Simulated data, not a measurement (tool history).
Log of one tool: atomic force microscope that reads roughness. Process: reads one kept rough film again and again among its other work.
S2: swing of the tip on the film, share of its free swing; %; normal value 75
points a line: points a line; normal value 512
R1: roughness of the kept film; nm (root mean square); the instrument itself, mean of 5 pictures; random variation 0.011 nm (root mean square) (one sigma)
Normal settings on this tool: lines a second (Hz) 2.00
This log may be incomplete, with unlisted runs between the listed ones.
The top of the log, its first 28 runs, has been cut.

{"run": 29, "hour": 953.4, "lines a second (Hz)": 2.0, "S2": 72, "points a line": 331, "R1": 2.055}
{"hour": 966.4, "done": "new tip fitted"}
{"run": 30, "hour": 974.4, "lines a second (Hz)": 2.0, "S2": 86, "points a line": 911, "R1": 2.354}
{"run": 31, "hour": 1004.4, "lines a second (Hz)": 2.0, "S2": 77, "points a line": 916, "R1": 2.509}
{"run": 32, "hour": 1045.4, "lines a second (Hz)": 2.0, "S2": 77, "points a line": 916, "R1": 2.426}
{"run": 33, "hour": 1092.2, "lines a second (Hz)": 2.0, "S2": 77, "points a line": 916, "R1": 2.328}
{"run": 34, "hour": 1112.5, "lines a second (Hz)": 0.95, "S2": 75, "points a line": 890, "R1": 2.524}
{"run": 35, "hour": 1160.7, "lines a second (Hz)": 0.95, "S2": 75, "points a line": 890, "R1": 2.436}
{"run": 36, "hour": 1210.2, "lines a second (Hz)": 0.95, "S2": 75, "points a line": 890, "R1": 2.349}
{"run": 37, "hour": 1247.8, "lines a second (Hz)": 1.27, "S2": 75, "points a line": 854, "R1": 2.237}
{"run": 38, "hour": 1274.1, "lines a second (Hz)": 1.14, "S2": 75, "points a line": 919, "R1": 2.222}
{"run": 39, "hour": 1302.5, "lines a second (Hz)": 0.55, "S2": 75, "points a line": 919, "R1": 2.293}
{"hour": 1325.1, "done": "new tip fitted"}
{"run": 40, "hour": 1343.3, "lines a second (Hz)": 0.55, "S2": 75, "points a line": 919, "R1": 2.868}
{"run": 41, "hour": 1378.0, "lines a second (Hz)": 2.03, "S2": 82, "points a line": 512, "R1": 2.372}
{"run": 42, "hour": 1421.4, "lines a second (Hz)": 0.81, "S2": 67, "points a line": 866, "R1": 2.72}
{"run": 43, "hour": 1455.1, "lines a second (Hz)": 3.1, "S2": 57, "points a line": 443, "R1": 2.545}
{"run": 44, "hour": 1499.6, "lines a second (Hz)": 3.1, "S2": 57, "points a line": 443, "R1": 2.459}
{"run": 45, "hour": 1534.6, "lines a second (Hz)": 0.53, "S2": 88, "points a line": 512, "R1": 2.394}

5 ways to go on from here, each from the tool as it stands after run 45. What would each give?
{"run": "A", "hour": 1573.6, "lines a second (Hz)": 2.0, "S2": 84, "points a line": 327, "R1": "?"}
{"run": "B", "hour": 1573.6, "lines a second (Hz)": 2.0, "S2": 88, "points a line": 275, "R1": "?"}
{"run": "C", "hour": 1573.6, "lines a second (Hz)": 2.03, "S2": 70, "points a line": 512, "R1": "?"}
{"run": "D", "hour": 1573.6, "lines a second (Hz)": 0.6, "S2": 75, "points a line": 310, "R1": "?"}
{"run": "E", "hour": 1573.6, "lines a second (Hz)": 0.53, "S2": 88, "points a line": 520, "R1": "?"}

run=A R1=2.008
run=B R1=1.926
run=C R1=2.241
run=D R1=2.377
run=E R1=2.335
With no hidden state in the tool, these same runs would have given:
run=A R1=2.425
run=B R1=2.327
run=C R1=2.708
run=D R1=2.871
run=E R1=2.819
